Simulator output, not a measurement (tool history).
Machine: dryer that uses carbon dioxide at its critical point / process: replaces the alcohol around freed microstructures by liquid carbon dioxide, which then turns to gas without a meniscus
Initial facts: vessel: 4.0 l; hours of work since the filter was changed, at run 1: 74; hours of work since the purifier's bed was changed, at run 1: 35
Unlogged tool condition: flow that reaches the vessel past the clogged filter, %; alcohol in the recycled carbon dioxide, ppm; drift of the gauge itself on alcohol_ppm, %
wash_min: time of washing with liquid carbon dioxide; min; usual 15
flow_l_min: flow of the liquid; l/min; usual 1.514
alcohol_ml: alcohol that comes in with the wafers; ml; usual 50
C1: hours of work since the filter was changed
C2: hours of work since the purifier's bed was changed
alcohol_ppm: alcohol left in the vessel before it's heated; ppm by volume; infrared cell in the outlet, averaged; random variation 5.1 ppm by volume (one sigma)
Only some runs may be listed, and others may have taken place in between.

{"run": 1, "hour": 0.0, "wash_min": 15, "flow_l_min": 1.514, "alcohol_ml": 50, "C1": 74, "C2": 35, "alcohol_ppm": 94}
{"run": 2, "hour": 39.7, "wash_min": 15, "flow_l_min": 1.514, "alcohol_ml": 50, "C1": 93, "C2": 54, "alcohol_ppm": 111}
{"run": 3, "hour": 87.5, "wash_min": 15, "flow_l_min": 1.514, "alcohol_ml": 50, "C1": 115, "C2": 76, "alcohol_ppm": 126}
{"run": 4, "hour": 133.1, "wash_min": 15, "flow_l_min": 1.514, "alcohol_ml": 50, "C1": 137, "C2": 98, "alcohol_ppm": 118}
{"run": 5, "hour": 190.3, "wash_min": 15, "flow_l_min": 1.514, "alcohol_ml": 50, "C1": 164, "C2": 125, "alcohol_ppm": 129}
{"run": 6, "hour": 229.0, "wash_min": 15, "flow_l_min": 1.514, "alcohol_ml": 50, "C1": 182, "C2": 143, "alcohol_ppm": 150}
{"run": 7, "hour": 275.1, "wash_min": 15, "flow_l_min": 1.514, "alcohol_ml": 50, "C1": 204, "C2": 165, "alcohol_ppm": 147}
{"run": 8, "hour": 314.3, "wash_min": 15, "flow_l_min": 1.514, "alcohol_ml": 60, "C1": 222, "C2": 183, "alcohol_ppm": 185}
{"run": 9, "hour": 366.8, "wash_min": 15, "flow_l_min": 1.514, "alcohol_ml": 50, "C1": 247, "C2": 208, "alcohol_ppm": 172}
{"run": 10, "hour": 415.9, "wash_min": 15, "flow_l_min": 1.514, "alcohol_ml": 88, "C1": 270, "C2": 231, "alcohol_ppm": 263}
{"run": 11, "hour": 477.2, "wash_min": 15, "flow_l_min": 1.19, "alcohol_ml": 50, "C1": 299, "C2": 260, "alcohol_ppm": 372}
{"run": 12, "hour": 536.5, "wash_min": 15, "flow_l_min": 1.19, "alcohol_ml": 50, "C1": 327, "C2": 288, "alcohol_ppm": 395}
{"run": 13, "hour": 585.8, "wash_min": 15, "flow_l_min": 2.37, "alcohol_ml": 50, "C1": 350, "C2": 311, "alcohol_ppm": 105}
{"run": 14, "hour": 633.2, "wash_min": 15, "flow_l_min": 2.37, "alcohol_ml": 50, "C1": 372, "C2": 333, "alcohol_ppm": 107}
{"run": 15, "hour": 673.4, "wash_min": 15, "flow_l_min": 2.37, "alcohol_ml": 50, "C1": 391, "C2": 352, "alcohol_ppm": 115}
{"run": 16, "hour": 720.4, "wash_min": 15, "flow_l_min": 2.37, "alcohol_ml": 50, "C1": 413, "C2": 374, "alcohol_ppm": 120}
{"run": 17, "hour": 769.0, "wash_min": 15, "flow_l_min": 2.37, "alcohol_ml": 50, "C1": 436, "C2": 397, "alcohol_ppm": 135}
{"run": 18, "hour": 825.2, "wash_min": 15, "flow_l_min": 1.514, "alcohol_ml": 51, "C1": 463, "C2": 424, "alcohol_ppm": 262}
{"hour": 851.1, "done": "inlet filter changed"}
{"run": 19, "hour": 882.2, "wash_min": 15, "flow_l_min": 1.514, "alcohol_ml": 51, "C1": 15, "C2": 450, "alcohol_ppm": 203}
{"run": 20, "hour": 907.2, "wash_min": 15, "flow_l_min": 1.514, "alcohol_ml": 29, "C1": 26, "C2": 462, "alcohol_ppm": 178}
{"run": 21, "hour": 964.4, "wash_min": 15, "flow_l_min": 1.514, "alcohol_ml": 29, "C1": 53, "C2": 489, "alcohol_ppm": 195}
{"run": 22, "hour": 1015.8, "wash_min": 11, "flow_l_min": 1.514, "alcohol_ml": 50, "C1": 78, "C2": 513, "alcohol_ppm": 464}
{"run": 23, "hour": 1060.9, "wash_min": 11, "flow_l_min": 1.514, "alcohol_ml": 50, "C1": 99, "C2": 534, "alcohol_ppm": 489}
{"run": 24, "hour": 1093.8, "wash_min": 11, "flow_l_min": 1.514, "alcohol_ml": 50, "C1": 114, "C2": 550, "alcohol_ppm": 491}
{"run": 25, "hour": 1137.3, "wash_min": 23, "flow_l_min": 0.94, "alcohol_ml": 50, "C1": 135, "C2": 570, "alcohol_ppm": 271}
{"run": 26, "hour": 1197.4, "wash_min": 23, "flow_l_min": 0.94, "alcohol_ml": 50, "C1": 163, "C2": 598, "alcohol_ppm": 285}
{"run": 27, "hour": 1238.9, "wash_min": 16, "flow_l_min": 1.63, "alcohol_ml": 58, "C1": 183, "C2": 618, "alcohol_ppm": 231}
{"run": 28, "hour": 1269.8, "wash_min": 16, "flow_l_min": 1.63, "alcohol_ml": 58, "C1": 197, "C2": 633, "alcohol_ppm": 228}
{"run": 29, "hour": 1314.7, "wash_min": 13, "flow_l_min": 1.11, "alcohol_ml": 33, "C1": 218, "C2": 654, "alcohol_ppm": 553}
{"run": 30, "hour": 1351.2, "wash_min": 15, "flow_l_min": 0.97, "alcohol_ml": 50, "C1": 236, "C2": 671, "alcohol_ppm": 735}
{"run": 31, "hour": 1387.3, "wash_min": 15, "flow_l_min": 1.66, "alcohol_ml": 30, "C1": 253, "C2": 688, "alcohol_ppm": 242}
{"run": 32, "hour": 1446.6, "wash_min": 22, "flow_l_min": 2.25, "alcohol_ml": 39, "C1": 280, "C2": 716, "alcohol_ppm": 220}
{"run": 33, "hour": 1507.1, "wash_min": 22, "flow_l_min": 2.25, "alcohol_ml": 39, "C1": 309, "C2": 744, "alcohol_ppm": 214}
{"run": 34, "hour": 1543.8, "wash_min": 19, "flow_l_min": 1.514, "alcohol_ml": 50, "C1": 326, "C2": 762, "alcohol_ppm": 257}
{"run": 35, "hour": 1600.9, "wash_min": 13, "flow_l_min": 1.514, "alcohol_ml": 21, "C1": 353, "C2": 788, "alcohol_ppm": 324}
{"run": 36, "hour": 1654.2, "wash_min": 13, "flow_l_min": 1.2, "alcohol_ml": 55, "C1": 378, "C2": 814, "alcohol_ppm": 777}
{"run": 37, "hour": 1683.4, "wash_min": 13, "flow_l_min": 1.95, "alcohol_ml": 43, "C1": 392, "C2": 827, "alcohol_ppm": 283}
{"run": 38, "hour": 1723.0, "wash_min": 12, "flow_l_min": 1.514, "alcohol_ml": 93, "C1": 411, "C2": 846, "alcohol_ppm": 814}
{"run": 39, "hour": 1782.7, "wash_min": 14, "flow_l_min": 1.514, "alcohol_ml": 49, "C1": 439, "C2": 874, "alcohol_ppm": 413}
{"run": 40, "hour": 1835.8, "wash_min": 14, "flow_l_min": 1.514, "alcohol_ml": 49, "C1": 464, "C2": 899, "alcohol_ppm": 431}
{"hour": 1861.1, "done": "inlet filter changed"}
{"run": 41, "hour": 1886.7, "wash_min": 14, "flow_l_min": 1.514, "alcohol_ml": 49, "C1": 12, "C2": 923, "alcohol_ppm": 381}
{"run": 42, "hour": 1924.3, "wash_min": 21, "flow_l_min": 1.514, "alcohol_ml": 25, "C1": 30, "C2": 940, "alcohol_ppm": 264}
{"run": 43, "hour": 1984.3, "wash_min": 15, "flow_l_min": 1.05, "alcohol_ml": 35, "C1": 58, "C2": 969, "alcohol_ppm": 537}
{"run": 44, "hour": 2017.6, "wash_min": 18, "flow_l_min": 1.73, "alcohol_ml": 36, "C1": 74, "C2": 984, "alcohol_ppm": 279}
{"run": 45, "hour": 2050.2, "wash_min": 11, "flow_l_min": 0.95, "alcohol_ml": 50, "C1": 89, "C2": 1000, "alcohol_ppm": 1542}
{"hour": 2079.4, "done": "purifier's bed changed"}
{"run": 46, "hour": 2086.2, "wash_min": 11, "flow_l_min": 0.95, "alcohol_ml": 50, "C1": 105, "C2": 3, "alcohol_ppm": 1243}

Forecast each of these 3 alternatives for the next run:
{"run": "A", "hour": 2140.6, "wash_min": 15, "flow_l_min": 1.03, "alcohol_ml": 50, "C1": 130, "C2": 29, "alcohol_ppm": "?"}
{"run": "B", "hour": 2140.6, "wash_min": 11, "flow_l_min": 1.514, "alcohol_ml": 50, "C1": 130, "C2": 29, "alcohol_ppm": "?"}
{"run": "C", "hour": 2140.6, "wash_min": 13, "flow_l_min": 1.514, "alcohol_ml": 50, "C1": 130, "C2": 29, "alcohol_ppm": "?"}

run=A alcohol_ppm=438
run=B alcohol_ppm=337
run=C alcohol_ppm=188
Take away the tool's hidden state, keep each run's random variation, and the runs would have read:
run=A alcohol_ppm=383
run=B alcohol_ppm=289
run=C alcohol_ppm=156

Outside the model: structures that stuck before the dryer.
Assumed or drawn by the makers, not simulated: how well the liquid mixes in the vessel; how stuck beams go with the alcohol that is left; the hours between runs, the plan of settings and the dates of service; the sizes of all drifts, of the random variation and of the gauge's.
